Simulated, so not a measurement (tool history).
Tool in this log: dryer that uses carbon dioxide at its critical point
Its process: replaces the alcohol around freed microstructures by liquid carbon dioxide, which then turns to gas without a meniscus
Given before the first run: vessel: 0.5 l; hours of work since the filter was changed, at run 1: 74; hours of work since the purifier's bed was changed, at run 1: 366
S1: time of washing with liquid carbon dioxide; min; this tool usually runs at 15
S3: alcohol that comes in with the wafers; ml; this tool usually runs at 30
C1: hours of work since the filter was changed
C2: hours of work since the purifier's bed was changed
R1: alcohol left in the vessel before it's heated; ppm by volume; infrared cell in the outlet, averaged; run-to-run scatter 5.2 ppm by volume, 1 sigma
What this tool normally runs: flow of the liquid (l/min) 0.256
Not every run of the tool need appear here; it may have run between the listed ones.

{"run": 1, "day": 0.0, "S1": 15, "flow of the liquid (l/min)": 0.256, "S3": 30, "C1": 74, "C2": 366, "R1": 226}
{"run": 2, "day": 0.438, "S1": 15, "flow of the liquid (l/min)": 0.222, "S3": 30, "C1": 82, "C2": 375, "R1": 365}
{"run": 3, "day": 0.738, "S1": 15, "flow of the liquid (l/min)": 0.222, "S3": 21, "C1": 87, "C2": 380, "R1": 296}
{"run": 4, "day": 1.192, "S1": 15, "flow of the liquid (l/min)": 0.222, "S3": 21, "C1": 96, "C2": 388, "R1": 315}
{"run": 5, "day": 1.738, "S1": 15, "flow of the liquid (l/min)": 0.256, "S3": 106, "C1": 106, "C2": 398, "R1": 568}
{"run": 6, "day": 2.025, "S1": 15, "flow of the liquid (l/min)": 0.256, "S3": 30, "C1": 111, "C2": 404, "R1": 258}
{"run": 7, "day": 2.346, "S1": 15, "flow of the liquid (l/min)": 0.256, "S3": 30, "C1": 117, "C2": 410, "R1": 256}
{"run": 8, "day": 2.825, "S1": 15, "flow of the liquid (l/min)": 0.256, "S3": 30, "C1": 126, "C2": 418, "R1": 266}
{"run": 9, "day": 3.225, "S1": 15, "flow of the liquid (l/min)": 0.256, "S3": 30, "C1": 133, "C2": 426, "R1": 284}
{"run": 10, "day": 3.6, "S1": 15, "flow of the liquid (l/min)": 0.256, "S3": 21, "C1": 140, "C2": 433, "R1": 242}
{"run": 11, "day": 4.0, "S1": 15, "flow of the liquid (l/min)": 0.165, "S3": 21, "C1": 147, "C2": 440, "R1": 925}
{"run": 12, "day": 4.408, "S1": 15, "flow of the liquid (l/min)": 0.165, "S3": 21, "C1": 155, "C2": 447, "R1": 983}
{"day": 4.492, "done": "inlet filter changed"}
{"run": 13, "day": 4.896, "S1": 15, "flow of the liquid (l/min)": 0.256, "S3": 30, "C1": 7, "C2": 455, "R1": 235}
{"run": 14, "day": 5.4, "S1": 15, "flow of the liquid (l/min)": 0.256, "S3": 30, "C1": 17, "C2": 465, "R1": 252}
{"run": 15, "day": 5.808, "S1": 15, "flow of the liquid (l/min)": 0.256, "S3": 30, "C1": 24, "C2": 472, "R1": 246}
{"run": 16, "day": 6.1, "S1": 20, "flow of the liquid (l/min)": 0.256, "S3": 30, "C1": 29, "C2": 478, "R1": 156}
{"run": 17, "day": 6.667, "S1": 20, "flow of the liquid (l/min)": 0.256, "S3": 30, "C1": 40, "C2": 488, "R1": 177}
{"run": 18, "day": 7.229, "S1": 20, "flow of the liquid (l/min)": 0.256, "S3": 30, "C1": 50, "C2": 498, "R1": 185}
{"run": 19, "day": 7.742, "S1": 20, "flow of the liquid (l/min)": 0.256, "S3": 30, "C1": 60, "C2": 508, "R1": 184}
{"run": 20, "day": 8.258, "S1": 15, "flow of the liquid (l/min)": 0.256, "S3": 30, "C1": 69, "C2": 517, "R1": 273}
{"run": 21, "day": 8.662, "S1": 15, "flow of the liquid (l/min)": 0.256, "S3": 30, "C1": 76, "C2": 525, "R1": 284}
{"run": 22, "day": 9.017, "S1": 15, "flow of the liquid (l/min)": 0.256, "S3": 30, "C1": 83, "C2": 531, "R1": 295}
{"run": 23, "day": 9.354, "S1": 15, "flow of the liquid (l/min)": 0.256, "S3": 30, "C1": 89, "C2": 537, "R1": 281}
{"run": 24, "day": 9.846, "S1": 16, "flow of the liquid (l/min)": 0.379, "S3": 30, "C1": 98, "C2": 546, "R1": 189}
{"run": 25, "day": 10.15, "S1": 15, "flow of the liquid (l/min)": 0.256, "S3": 61, "C1": 104, "C2": 552, "R1": 422}
{"run": 26, "day": 10.592, "S1": 15, "flow of the liquid (l/min)": 0.256, "S3": 61, "C1": 112, "C2": 560, "R1": 419}
{"run": 27, "day": 10.921, "S1": 11, "flow of the liquid (l/min)": 0.324, "S3": 40, "C1": 118, "C2": 566, "R1": 448}
{"run": 28, "day": 11.546, "S1": 12, "flow of the liquid (l/min)": 0.305, "S3": 38, "C1": 129, "C2": 577, "R1": 416}
{"run": 29, "day": 11.954, "S1": 19, "flow of the liquid (l/min)": 0.184, "S3": 30, "C1": 137, "C2": 585, "R1": 408}
{"run": 30, "day": 12.529, "S1": 15, "flow of the liquid (l/min)": 0.182, "S3": 40, "C1": 147, "C2": 595, "R1": 1230}
{"day": 12.992, "done": "inlet filter changed"}
{"run": 31, "day": 12.992, "S1": 15, "flow of the liquid (l/min)": 0.182, "S3": 40, "C1": 0, "C2": 603, "R1": 918}
{"run": 32, "day": 13.458, "S1": 15, "flow of the liquid (l/min)": 0.182, "S3": 40, "C1": 8, "C2": 612, "R1": 946}
{"run": 33, "day": 14.062, "S1": 16, "flow of the liquid (l/min)": 0.232, "S3": 54, "C1": 20, "C2": 623, "R1": 392}
{"run": 34, "day": 14.696, "S1": 15, "flow of the liquid (l/min)": 0.335, "S3": 115, "C1": 31, "C2": 634, "R1": 260}
{"run": 35, "day": 15.225, "S1": 15, "flow of the liquid (l/min)": 0.348, "S3": 37, "C1": 41, "C2": 644, "R1": 234}
{"run": 36, "day": 15.821, "S1": 15, "flow of the liquid (l/min)": 0.267, "S3": 77, "C1": 52, "C2": 655, "R1": 400}
{"run": 37, "day": 16.142, "S1": 13, "flow of the liquid (l/min)": 0.374, "S3": 30, "C1": 58, "C2": 661, "R1": 226}
{"run": 38, "day": 16.554, "S1": 14, "flow of the liquid (l/min)": 0.256, "S3": 37, "C1": 65, "C2": 669, "R1": 412}
{"run": 39, "day": 16.942, "S1": 17, "flow of the liquid (l/min)": 0.359, "S3": 30, "C1": 72, "C2": 676, "R1": 223}
{"run": 40, "day": 17.229, "S1": 15, "flow of the liquid (l/min)": 0.313, "S3": 30, "C1": 78, "C2": 681, "R1": 239}
{"run": 41, "day": 17.846, "S1": 22, "flow of the liquid (l/min)": 0.232, "S3": 30, "C1": 89, "C2": 692, "R1": 249}
{"run": 42, "day": 18.329, "S1": 22, "flow of the liquid (l/min)": 0.232, "S3": 30, "C1": 98, "C2": 701, "R1": 245}
{"run": 43, "day": 18.75, "S1": 23, "flow of the liquid (l/min)": 0.232, "S3": 73, "C1": 106, "C2": 709, "R1": 260}
{"run": 44, "day": 19.054, "S1": 23, "flow of the liquid (l/min)": 0.383, "S3": 73, "C1": 111, "C2": 714, "R1": 233}
{"run": 45, "day": 19.638, "S1": 23, "flow of the liquid (l/min)": 0.383, "S3": 73, "C1": 122, "C2": 725, "R1": 243}
{"run": 46, "day": 19.958, "S1": 23, "flow of the liquid (l/min)": 0.383, "S3": 61, "C1": 128, "C2": 731, "R1": 236}

Take each entry between the runs: how does the hidden state at the last listed run before it differ from the hidden state at the first listed run after it?
From run 12 to run 13: inlet filter changed (day 4.492)
  flow that reaches the vessel past the clogged filter, %: 92.1 -> 99.4; alcohol in the recycled carbon dioxide, ppm: 152.3 -> 155
  measured result minus the result with no hidden state, R1: +388 -> +151 ppm by volume
From run 30 to run 31: inlet filter changed (day 12.992)
  flow that reaches the vessel past the clogged filter, %: 92.7 -> 99.9; alcohol in the recycled carbon dioxide, ppm: 199.4 -> 202
  measured result minus the result with no hidden state, R1: +500 -> +206 ppm by volume
